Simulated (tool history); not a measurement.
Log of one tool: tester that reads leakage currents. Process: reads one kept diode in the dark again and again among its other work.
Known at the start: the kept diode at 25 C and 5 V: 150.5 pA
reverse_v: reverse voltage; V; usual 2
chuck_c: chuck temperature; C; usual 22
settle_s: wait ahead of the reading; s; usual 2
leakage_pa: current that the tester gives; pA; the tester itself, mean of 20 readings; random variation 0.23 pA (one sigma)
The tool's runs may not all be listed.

run 1 day=0 | reverse_v=2 chuck_c=22 settle_s=2 | leakage_pa=74.94
run 2 day=7.912 | reverse_v=2 chuck_c=22 settle_s=2 | leakage_pa=79.75
run 3 day=16.662 | reverse_v=2 chuck_c=22 settle_s=2 | leakage_pa=79.03
run 4 day=28.679 | reverse_v=2 chuck_c=22 settle_s=2 | leakage_pa=78.38
run 5 day=34.9 | reverse_v=2 chuck_c=42 settle_s=2 | leakage_pa=365.78
run 6 day=46.629 | reverse_v=2 chuck_c=42 settle_s=2 | leakage_pa=414.91
run 7 day=52.604 | reverse_v=2 chuck_c=42 settle_s=2 | leakage_pa=410.54
run 8 day=62.629 | reverse_v=2 chuck_c=22 settle_s=2 | leakage_pa=73.61
run 9 day=72.292 | reverse_v=2 chuck_c=22 settle_s=2 | leakage_pa=73.66
run 10 day=77.412 | reverse_v=1.91 chuck_c=54 settle_s=0.44 | leakage_pa=939.62
run 11 day=88.675 | reverse_v=10.04 chuck_c=37 settle_s=2.49 | leakage_pa=540.61
run 12 day=98.258 | reverse_v=10.04 chuck_c=37 settle_s=2.49 | leakage_pa=536.67
run 13 day=107.379 | reverse_v=1.81 chuck_c=23 settle_s=1.15 | leakage_pa=74.53
run 14 day=117.771 | reverse_v=2 chuck_c=23 settle_s=2 | leakage_pa=78.87
run 15 day=127.117 | reverse_v=2.68 chuck_c=56 settle_s=1.66 | leakage_pa=1208.06
run 16 day=135.2 | reverse_v=2 chuck_c=34 settle_s=1.06 | leakage_pa=193.55
run 17 day=143.825 | reverse_v=2 chuck_c=34 settle_s=1.06 | leakage_pa=191.64
run 18 day=150.075 | reverse_v=2 chuck_c=59 settle_s=0.66 | leakage_pa=1432.07

Not shown: 6 entries that the log had between the listed runs. Between which runs, and how does the tool's hidden state differ before and after?
Between runs 1 and 2: probe card cleaned and baked (day 4.25)
  stray current of the dirty probe card, pA a volt: 3.225 -> 5.79; current scale over the true one, %: -0.57 -> -0.62; true chuck temperature over the reading, C: -1.11 -> -1.24
  measured less the result without the state, leakage_pa: -1.25 -> +3.07 pA
Between runs 5 and 6: chuck's temperature calibrated (day 44.667)
  stray current of the dirty probe card, pA a volt: 6.736 -> 7.101; current scale over the true one, %: -0.81 -> -0.91; true chuck temperature over the reading, C: -1.66 -> -0.05
  measured less the result without the state, leakage_pa: -39.18 -> +8.89 pA
Between runs 7 and 8: probe card cleaned and baked, once more (day 55.317)
  stray current of the dirty probe card, pA a volt: 7.293 -> 0.25; current scale over the true one, %: -0.96 -> -1.03; true chuck temperature over the reading, C: -0.13 -> -0.3
  measured less the result without the state, leakage_pa: +6.4 -> -2.32 pA
Between runs 13 and 14: tester calibrated (day 108.058)
  stray current of the dirty probe card, pA a volt: 1.723 -> 2.044; current scale over the true one, %: -1.35 -> -0.04; true chuck temperature over the reading, C: -1.06 -> -1.23
  measured less the result without the state, leakage_pa: -5.11 -> -4.64 pA
Between runs 17 and 18: probe card cleaned and baked (day 146.579); chuck's temperature calibrated (day 150.075)
  stray current of the dirty probe card, pA a volt: 2.924 -> 0.15; current scale over the true one, %: -0.22 -> -0.26; true chuck temperature over the reading, C: -1.66 -> -0.01
  measured less the result without the state, leakage_pa: -22.05 -> -4.15 pA

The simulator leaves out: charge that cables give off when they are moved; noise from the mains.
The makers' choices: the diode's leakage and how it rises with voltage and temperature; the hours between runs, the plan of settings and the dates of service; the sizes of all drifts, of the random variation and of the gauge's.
